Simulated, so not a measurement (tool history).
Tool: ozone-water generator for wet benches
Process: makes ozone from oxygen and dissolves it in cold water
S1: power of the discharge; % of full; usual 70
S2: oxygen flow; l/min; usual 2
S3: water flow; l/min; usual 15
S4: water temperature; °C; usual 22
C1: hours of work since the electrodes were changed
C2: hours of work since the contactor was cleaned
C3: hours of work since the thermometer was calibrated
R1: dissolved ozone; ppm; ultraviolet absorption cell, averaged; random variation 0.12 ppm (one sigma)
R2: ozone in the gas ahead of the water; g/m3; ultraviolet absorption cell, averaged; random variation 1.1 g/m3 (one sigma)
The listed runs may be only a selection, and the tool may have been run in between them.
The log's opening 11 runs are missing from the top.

run 12 hour=520.3 | S1=70 S2=2 S3=20 S4=22 | C1=1024 C2=4061 C3=3695 | R1=7.5 R2=189.7
run 13 hour=578.3 | S1=70 S2=2 S3=20 S4=22 | C1=1071 C2=4108 C3=3742 | R1=7.5 R2=188.4
run 14 hour=646.7 | S1=70 S2=2 S3=15 S4=22 | C1=1126 C2=4163 C3=3797 | R1=10.1 R2=190.8
run 15 hour=701.8 | S1=70 S2=2 S3=15 S4=22 | C1=1170 C2=4207 C3=3841 | R1=10.2 R2=187.5
run 16 hour=757.6 | S1=70 S2=2 S3=15 S4=22 | C1=1215 C2=4252 C3=3886 | R1=10.2 R2=188.6
run 17 hour=823.5 | S1=70 S2=2 S3=11 S4=22 | C1=1267 C2=4305 C3=3938 | R1=14.1 R2=188.7
run 18 hour=889.8 | S1=98 S2=2 S3=15 S4=22 | C1=1321 C2=4358 C3=3992 | R1=13.4 R2=243.7
run 19 hour=929.2 | S1=40 S2=2 S3=22 S4=17 | C1=1352 C2=4390 C3=4023 | R1=4.4 R2=120.1
-- hour=971.4 gauge calibrated
run 20 hour=972.9 | S1=40 S2=2 S3=22 S4=17 | C1=1387 C2=4425 C3=4058 | R1=4.5 R2=123.1
run 21 hour=1004.8 | S1=40 S2=2 S3=22 S4=17 | C1=1413 C2=4450 C3=4084 | R1=4.6 R2=122.8
run 22 hour=1033.6 | S1=70 S2=2 S3=14 S4=17 | C1=1436 C2=4474 C3=4107 | R1=11.4 R2=192.3
run 23 hour=1064.6 | S1=46 S2=2 S3=15 S4=28 | C1=1461 C2=4498 C3=4132 | R1=6.6 R2=139.2
run 24 hour=1134.7 | S1=46 S2=1.04 S3=15 S4=28 | C1=1517 C2=4555 C3=4188 | R1=6.2 R2=197.8
run 25 hour=1189.7 | S1=98 S2=2 S3=15 S4=18 | C1=1561 C2=4599 C3=4232 | R1=13.9 R2=250.4
run 26 hour=1223.5 | S1=98 S2=3.32 S3=15 S4=18 | C1=1589 C2=4626 C3=4260 | R1=14.4 R2=187.4
run 27 hour=1253.2 | S1=98 S2=3.32 S3=15 S4=18 | C1=1612 C2=4650 C3=4283 | R1=14.6 R2=186.7
run 28 hour=1315.6 | S1=65 S2=1.3 S3=11 S4=17 | C1=1663 C2=4700 C3=4334 | R1=13.1 R2=227.6
run 29 hour=1386.2 | S1=65 S2=1.3 S3=11 S4=17 | C1=1719 C2=4757 C3=4390 | R1=13.1 R2=228.6
run 30 hour=1420.3 | S1=80 S2=2 S3=15 S4=22 | C1=1747 C2=4784 C3=4418 | R1=11.3 R2=210.1
run 31 hour=1489.9 | S1=97 S2=2 S3=17 S4=27 | C1=1802 C2=4840 C3=4473 | R1=11.1 R2=247.7
run 32 hour=1518.9 | S1=70 S2=2 S3=12 S4=22 | C1=1826 C2=4863 C3=4497 | R1=12.8 R2=189.5

What if the next run were any one of these 4? Each begins from the tool's condition after run 32:
run A hour=1577.6 | S1=70 S2=2 S3=18 S4=15 | C1=1873 C2=4910 C3=4544 | R1=? R2=?
run B hour=1577.6 | S1=70 S2=2.79 S3=12 S4=25 | C1=1873 C2=4910 C3=4544 | R1=? R2=?
run C hour=1577.6 | S1=70 S2=2 S3=17 S4=20 | C1=1873 C2=4910 C3=4544 | R1=? R2=?
run D hour=1577.6 | S1=70 S2=1.86 S3=15 S4=19 | C1=1873 C2=4910 C3=4544 | R1=? R2=?

run=A R1=8.7 R2=189.5
run=B R1=12.4 R2=156.5
run=C R1=8.9 R2=189.4
run=D R1=10.4 R2=196
The same runs, with their run-to-run variation unchanged, on a tool lacking any hidden condition would have given:
run=A R1=8.7 R2=193
run=B R1=12.4 R2=159.4
run=C R1=8.9 R2=192.9
run=D R1=10.4 R2=199.6
